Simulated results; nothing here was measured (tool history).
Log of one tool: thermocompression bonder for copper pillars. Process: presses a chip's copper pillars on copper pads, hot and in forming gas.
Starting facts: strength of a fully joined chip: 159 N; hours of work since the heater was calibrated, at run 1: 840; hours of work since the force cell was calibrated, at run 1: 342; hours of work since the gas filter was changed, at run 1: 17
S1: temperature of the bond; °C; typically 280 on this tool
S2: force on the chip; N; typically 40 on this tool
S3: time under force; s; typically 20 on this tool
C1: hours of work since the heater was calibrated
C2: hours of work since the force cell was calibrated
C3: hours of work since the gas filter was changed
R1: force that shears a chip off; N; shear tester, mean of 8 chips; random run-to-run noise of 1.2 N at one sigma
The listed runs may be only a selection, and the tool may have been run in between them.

Run 1, hour 0: usual settings; C1 840; C2 342; C3 17. Result: R1 118.1 N.
Run 2, hour 7: usual settings but S1 265 °C; C1 845; C2 348; C3 23. Result: R1 105.7 N.
Run 3, hour 14.9: usual settings but S1 265 °C; C1 852; C2 354; C3 29. Result: R1 102.6 N.
Run 4, hour 23.2: usual settings; C1 858; C2 360; C3 35. Result: R1 117.5 N.
At hour 25.8: force cell calibrated.
Run 5, hour 34.1: usual settings; C1 866; C2 7; C3 43. Result: R1 114.8 N.
Run 6, hour 47.3: usual settings; C1 876; C2 17; C3 53. Result: R1 114.5 N.
Run 7, hour 57.7: usual settings; C1 884; C2 25; C3 62. Result: R1 117.7 N.
At hour 64.5: force cell calibrated, once more.
Run 8, hour 68.7: usual settings but S1 301 °C, S2 24 N, S3 13 s; C1 892; C2 3; C3 69. Result: R1 99.5 N.
Run 9, hour 78.1: usual settings but S1 301 °C, S2 45 N, S3 13 s; C1 899; C2 11; C3 77. Result: R1 122.9 N.

Run 10 has not been measured yet. What should we expect?
Run 10, hour 86.1: usual settings but S1 254 °C, S2 29 N, S3 51 s; C1 906; C2 17; C3 83. Result: R1 ?.

{"run 10": {"R1": 108.7}}
Without the tool's hidden state the same run would have given R1 107.2 N.
